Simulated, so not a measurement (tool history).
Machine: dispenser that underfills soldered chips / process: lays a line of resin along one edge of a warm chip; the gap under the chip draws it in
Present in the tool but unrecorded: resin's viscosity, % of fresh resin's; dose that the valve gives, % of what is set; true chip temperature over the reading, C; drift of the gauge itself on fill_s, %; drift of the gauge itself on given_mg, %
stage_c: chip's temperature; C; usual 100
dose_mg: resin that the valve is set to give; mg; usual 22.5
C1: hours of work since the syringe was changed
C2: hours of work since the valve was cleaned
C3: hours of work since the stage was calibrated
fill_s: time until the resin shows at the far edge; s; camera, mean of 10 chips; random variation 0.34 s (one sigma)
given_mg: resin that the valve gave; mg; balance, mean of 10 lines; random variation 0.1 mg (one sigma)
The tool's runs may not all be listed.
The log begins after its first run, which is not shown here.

At day 0.054: new syringe of resin.
Run 2, day 0.271: usual settings; C1 4; C2 64; C3 86. Result: fill_s 19.2 s, given_mg 21.31 mg.
At day 0.429: new syringe of resin.
Run 3, day 0.429: usual settings; C1 0; C2 66; C3 89. Result: fill_s 16.9 s, given_mg 21.20 mg.
Run 4, day 0.646: usual settings; C1 4; C2 70; C3 92. Result: fill_s 18.9 s, given_mg 21.13 mg.
At day 0.808: new syringe of resin.
Run 5, day 0.808: usual settings but dose_mg 19.8 mg; C1 0; C2 72; C3 95. Result: fill_s 17.3 s, given_mg 18.48 mg.
Run 6, day 0.958: usual settings but dose_mg 19.8 mg; C1 2; C2 75; C3 97. Result: fill_s 18.9 s, given_mg 18.41 mg.
Run 7, day 1.133: usual settings but stage_c 95 C; C1 5; C2 78; C3 100. Result: fill_s 23.7 s, given_mg 20.87 mg.
At day 1.179: new syringe of resin.
Run 8, day 1.404: usual settings but stage_c 95 C, dose_mg 24.1 mg; C1 4; C2 82; C3 104. Result: fill_s 22.1 s, given_mg 22.30 mg.
At day 1.554: new syringe of resin.
Run 9, day 1.646: usual settings; C1 2; C2 86; C3 108. Result: fill_s 18.2 s, given_mg 20.95 mg.
Run 10, day 1.904: usual settings; C1 6; C2 90; C3 113. Result: fill_s 21.4 s, given_mg 20.59 mg.
At day 1.938: new syringe of resin.
Run 11, day 2.092: usual settings but dose_mg 21.5 mg; C1 3; C2 93; C3 115. Result: fill_s 18.4 s, given_mg 19.69 mg.
Run 12, day 2.288: usual settings but stage_c 112 C, dose_mg 21.5 mg; C1 6; C2 96; C3 119. Result: fill_s 14.9 s, given_mg 19.63 mg.
At day 2.329: new syringe of resin.
Run 13, day 2.588: usual settings but stage_c 112 C, dose_mg 21.5 mg; C1 4; C2 101; C3 123. Result: fill_s 15.4 s, given_mg 19.50 mg.
At day 2.696: new syringe of resin.
Run 14, day 2.825: usual settings but stage_c 112 C, dose_mg 23.0 mg; C1 2; C2 105; C3 127. Result: fill_s 13.8 s, given_mg 20.92 mg.
At day 3.062: new syringe of resin.
Run 15, day 3.092: usual settings; C1 1; C2 109; C3 131. Result: fill_s 17.5 s, given_mg 20.23 mg.
Run 16, day 3.354: usual settings but dose_mg 21.5 mg; C1 5; C2 113; C3 136. Result: fill_s 21.1 s, given_mg 19.33 mg.
At day 3.433: new syringe of resin.
Run 17, day 3.579: usual settings but dose_mg 28.3 mg; C1 2; C2 117; C3 139. Result: fill_s 18.2 s, given_mg 25.44 mg.
Run 18, day 3.771: usual settings but dose_mg 20.8 mg; C1 6; C2 120; C3 143. Result: fill_s 22.5 s, given_mg 18.42 mg.
At day 3.808: new syringe of resin.
Run 19, day 4.029: usual settings but stage_c 90 C; C1 4; C2 124; C3 147. Result: fill_s 25.9 s, given_mg 19.76 mg.

For run 20, what comes out?
At day 4.188: new syringe of resin.
Run 20, day 4.200: usual settings but dose_mg 27.3 mg; C1 0; C2 127; C3 149. Result: fill_s ?, given_mg ?.

{"run 20": {"fill_s": 16.6, "given_mg": 24.04}}
On a tool with no hidden condition, and with the same random variation, this run would have come out at fill_s 16.5 s, given_mg 27.20 mg.
